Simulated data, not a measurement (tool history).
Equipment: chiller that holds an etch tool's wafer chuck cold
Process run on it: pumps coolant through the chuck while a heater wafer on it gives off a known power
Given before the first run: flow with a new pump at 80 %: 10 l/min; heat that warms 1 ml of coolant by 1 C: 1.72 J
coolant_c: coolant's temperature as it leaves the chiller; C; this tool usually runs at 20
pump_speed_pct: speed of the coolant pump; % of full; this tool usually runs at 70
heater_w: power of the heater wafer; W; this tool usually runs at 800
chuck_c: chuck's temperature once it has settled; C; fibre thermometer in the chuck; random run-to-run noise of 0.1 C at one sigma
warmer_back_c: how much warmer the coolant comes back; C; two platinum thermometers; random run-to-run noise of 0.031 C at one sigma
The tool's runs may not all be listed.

| run | hour | coolant_c | pump_speed_pct | heater_w | chuck_c | warmer_back_c |
|---|---|---|---|---|---|---|
| 1 | 0.0 | 20 | 70 | 800 | 32.1 | 3.31 |
| 2 | 110.5 | 20 | 70 | 800 | 32.1 | 3.34 |
| 3 | 232.4 | 20 | 70 | 800 | 32.0 | 3.38 |
|  | 362.3 | chiller's thermometer calibrated |
|  | 394.4 | coolant changed, channels flushed |
| 4 | 401.5 | 20 | 70 | 800 | 29.7 | 3.40 |
| 5 | 535.0 | 20 | 70 | 800 | 29.7 | 3.45 |
| 6 | 626.6 | 20 | 70 | 800 | 29.9 | 3.43 |
| 7 | 727.2 | 12 | 70 | 800 | 21.9 | 3.41 |
| 8 | 823.9 | 12 | 70 | 800 | 22.1 | 3.46 |
| 9 | 947.8 | 12 | 70 | 800 | 22.1 | 3.47 |
| 10 | 1081.1 | 12 | 70 | 800 | 22.2 | 3.47 |
| 11 | 1217.2 | 12 | 70 | 800 | 22.4 | 3.49 |
| 12 | 1376.0 | 15 | 70 | 800 | 25.5 | 3.49 |
| 13 | 1475.7 | 15 | 70 | 800 | 25.6 | 3.51 |
| 14 | 1593.0 | 15 | 70 | 800 | 25.8 | 3.53 |
| 15 | 1729.5 | 15 | 70 | 800 | 25.7 | 3.57 |
| 16 | 1870.1 | 15 | 70 | 800 | 25.7 | 3.60 |
| 17 | 1994.6 | 20 | 70 | 800 | 31.1 | 3.63 |
| 18 | 2154.4 | 18 | 64 | 800 | 29.6 | 3.98 |
| 19 | 2311.8 | 11 | 70 | 800 | 22.1 | 3.61 |
| 20 | 2428.7 | 11 | 98 | 872 | 21.5 | 2.88 |
| 21 | 2505.6 | 24 | 71 | 1014 | 38.3 | 4.53 |
| 22 | 2634.9 | 15 | 71 | 667 | 24.6 | 3.02 |
| 23 | 2793.3 | 15 | 71 | 667 | 24.8 | 3.07 |
| 24 | 2875.1 | 15 | 71 | 667 | 24.8 | 3.03 |
| 25 | 2948.8 | 15 | 71 | 667 | 24.9 | 3.08 |
| 26 | 3020.3 | 14 | 90 | 800 | 24.5 | 2.83 |
| 27 | 3103.9 | 14 | 65 | 1097 | 30.7 | 5.57 |
| 28 | 3264.7 | 14 | 65 | 1097 | 30.8 | 5.57 |
| 29 | 3427.4 | 20 | 70 | 917 | 33.8 | 4.31 |
| 30 | 3579.8 | 27 | 72 | 496 | 34.8 | 2.23 |
| 31 | 3712.2 | 22 | 70 | 693 | 32.9 | 3.35 |
| 32 | 3824.3 | 25 | 66 | 967 | 40.4 | 4.91 |
|  | 3935.3 | coolant pump overhauled |
| 33 | 3955.9 | 10 | 65 | 930 | 23.8 | 4.03 |

Branching from run 33: 3 alternative next runs. What would each branch give?
| A | 4103.1 | 16 | 78 | 800 | ? | ? |
| B | 4103.1 | 24 | 70 | 800 | ? | ? |
| C | 4103.1 | 29 | 85 | 800 | ? | ? |

| run | chuck_c | warmer_back_c |
|---|---|---|
| A | 26.9 | 2.91 |
| B | 35.7 | 3.27 |
| C | 39.6 | 2.66 |
What these runs would have given with no unlogged condition in the tool:
| run | chuck_c | warmer_back_c |
|---|---|---|
| A | 24.6 | 2.90 |
| B | 33.4 | 3.26 |
| C | 37.4 | 2.66 |
